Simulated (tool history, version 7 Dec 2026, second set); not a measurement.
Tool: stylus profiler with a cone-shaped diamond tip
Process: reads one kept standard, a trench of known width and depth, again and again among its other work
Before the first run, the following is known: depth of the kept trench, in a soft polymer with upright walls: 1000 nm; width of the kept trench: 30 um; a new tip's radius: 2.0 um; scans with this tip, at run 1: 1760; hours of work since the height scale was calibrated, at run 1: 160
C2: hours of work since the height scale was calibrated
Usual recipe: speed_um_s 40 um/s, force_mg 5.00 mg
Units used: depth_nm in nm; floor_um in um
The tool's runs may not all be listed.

Run 1, day 0.000: usual settings; scans with this tip 1760; C2 160. Result: depth_nm 1009.89 nm, floor_um 26.38 um.
Run 2, day 0.621: usual settings but force_mg 7.79 mg; scans with this tip 1846; C2 168. Result: depth_nm 1013.33 nm, floor_um 26.39 um.
Run 3, day 1.229: usual settings but speed_um_s 14 um/s, force_mg 7.79 mg; scans with this tip 1930; C2 176. Result: depth_nm 1013.37 nm, floor_um 26.50 um.
Run 4, day 1.642: usual settings but speed_um_s 14 um/s, force_mg 7.79 mg; scans with this tip 1987; C2 181. Result: depth_nm 1013.21 nm, floor_um 26.48 um.
Run 5, day 2.129: usual settings but speed_um_s 14 um/s, force_mg 7.79 mg; scans with this tip 2054; C2 187. Result: depth_nm 1013.10 nm, floor_um 26.49 um.
Run 6, day 2.721: usual settings but force_mg 4.37 mg; scans with this tip 2136; C2 194. Result: depth_nm 1008.87 nm, floor_um 26.34 um.
Run 7, day 3.046: usual settings; scans with this tip 2181; C2 198. Result: depth_nm 1009.64 nm, floor_um 26.37 um.
Run 8, day 3.696: usual settings; scans with this tip 2271; C2 207. Result: depth_nm 1009.93 nm, floor_um 26.35 um.
Run 9, day 4.104: usual settings; scans with this tip 2327; C2 212. Result: depth_nm 1009.78 nm, floor_um 26.38 um.
Run 10, day 4.712: usual settings; scans with this tip 2411; C2 219. Result: depth_nm 1009.67 nm, floor_um 26.38 um.
Run 11, day 5.246: usual settings but speed_um_s 21 um/s, force_mg 4.44 mg; scans with this tip 2485; C2 226. Result: depth_nm 1009.17 nm, floor_um 26.42 um.
Run 12, day 5.621: usual settings but speed_um_s 87 um/s, force_mg 3.48 mg; scans with this tip 2537; C2 231. Result: depth_nm 1007.60 nm, floor_um 26.05 um.
Run 13, day 6.029: usual settings but speed_um_s 12 um/s, force_mg 11.55 mg; scans with this tip 2593; C2 236. Result: depth_nm 1017.18 nm, floor_um 26.52 um.
Run 14, day 6.500: usual settings but speed_um_s 12 um/s, force_mg 11.55 mg; scans with this tip 2658; C2 242. Result: depth_nm 1017.40 nm, floor_um 26.54 um.
Run 15, day 7.075: usual settings but speed_um_s 57 um/s, force_mg 8.37 mg; scans with this tip 2738; C2 249. Result: depth_nm 1013.70 nm, floor_um 26.32 um.
Run 16, day 7.738: usual settings but speed_um_s 14 um/s, force_mg 11.69 mg; scans with this tip 2829; C2 257. Result: depth_nm 1017.48 nm, floor_um 26.50 um.
Run 17, day 8.138: usual settings but speed_um_s 14 um/s, force_mg 2.58 mg; scans with this tip 2884; C2 262. Result: depth_nm 1006.40 nm, floor_um 26.48 um.
Run 18, day 8.488: usual settings but speed_um_s 14 um/s, force_mg 2.58 mg; scans with this tip 2932; C2 267. Result: depth_nm 1006.35 nm, floor_um 26.44 um.
Run 19, day 8.871: usual settings but speed_um_s 14 um/s, force_mg 2.58 mg; scans with this tip 2986; C2 272. Result: depth_nm 1006.46 nm, floor_um 26.45 um.
Run 20, day 9.583: usual settings but speed_um_s 13 um/s, force_mg 2.58 mg; scans with this tip 3084; C2 281. Result: depth_nm 1006.22 nm, floor_um 26.45 um.

Branching from run 20: 4 alternative next runs. What would each branch give?
Run A, day 10.212: usual settings but speed_um_s 17 um/s, force_mg 2.58 mg; scans with this tip 3171; C2 289. Result: depth_nm ?, floor_um ?.
Run B, day 10.212: usual settings but speed_um_s 153 um/s, force_mg 7.69 mg; scans with this tip 3171; C2 289. Result: depth_nm ?, floor_um ?.
Run C, day 10.212: usual settings but speed_um_s 88 um/s, force_mg 2.24 mg; scans with this tip 3171; C2 289. Result: depth_nm ?, floor_um ?.
Run D, day 10.212: usual settings but speed_um_s 34 um/s, force_mg 4.86 mg; scans with this tip 3171; C2 289. Result: depth_nm ?, floor_um ?.

run  depth_nm  floor_um
  A   1006.62     26.40
  B   1012.73     26.03
  C   1006.10     26.00
  D   1009.86     26.40
Had the tool no hidden state, the same runs would have come out as:
run  depth_nm  floor_um
  A   1006.62     26.40
  B   1012.73     26.03
  C   1006.10     26.01
  D   1009.85     26.40
